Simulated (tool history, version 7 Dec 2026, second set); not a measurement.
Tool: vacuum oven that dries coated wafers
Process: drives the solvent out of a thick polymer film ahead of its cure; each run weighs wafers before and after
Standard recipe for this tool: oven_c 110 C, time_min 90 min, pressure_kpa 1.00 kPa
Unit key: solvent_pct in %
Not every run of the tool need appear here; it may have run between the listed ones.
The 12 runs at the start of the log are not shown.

run   hour  oven_c  time_min  pressure_kpa  hours of work since the thermocouples were calibrated  hours of work since the vacuum gauge was cleaned of residue  solvent_pct
 13  267.6     103        52          1.00                                                    520                                                          549         7.21
 14  288.0     103        52          1.00                                                    530                                                          560         7.26
     291.4  -- vacuum gauge cleaned of residue and calibrated
 15  310.5     110        90          1.00                                                    541                                                           10         2.64
 16  336.9      96        90          1.00                                                    555                                                           24         6.82
 17  366.0      96        90          1.00                                                    570                                                           39         6.79
     373.5  -- vacuum gauge cleaned of residue and calibrated, once more
 18  386.1      96        90          1.00                                                    580                                                            7         6.58
 19  409.3      96        90          1.00                                                    592                                                           19         6.60
 20  424.3     110        90          1.51                                                    600                                                           27         2.79
 21  446.9     106        72          1.61                                                    612                                                           38         4.88
 22  475.3     106        72          1.61                                                    627                                                           53         4.90
 23  503.9     100       129          3.05                                                    642                                                           68         5.01
 24  523.6     121        57          0.79                                                    652                                                           79         1.76
 25  545.2     121        57          0.79                                                    663                                                           90         1.74
 26  573.6     121        57          0.79                                                    678                                                          105         1.68
 27  596.0     102        90          2.58                                                    690                                                          116         5.53
 28  609.9     110       144          3.62                                                    697                                                          124         2.57
 29  638.4     110       144          3.62                                                    712                                                          139         2.59

What does the tool deliver on the next run?
 30  661.2      99        69          2.17                                                    724                                                          150            ?

Run 30 yielded solvent_pct 7.57 %.
Minus the tool's unlogged condition, the same run would have read solvent_pct 7.86 %.
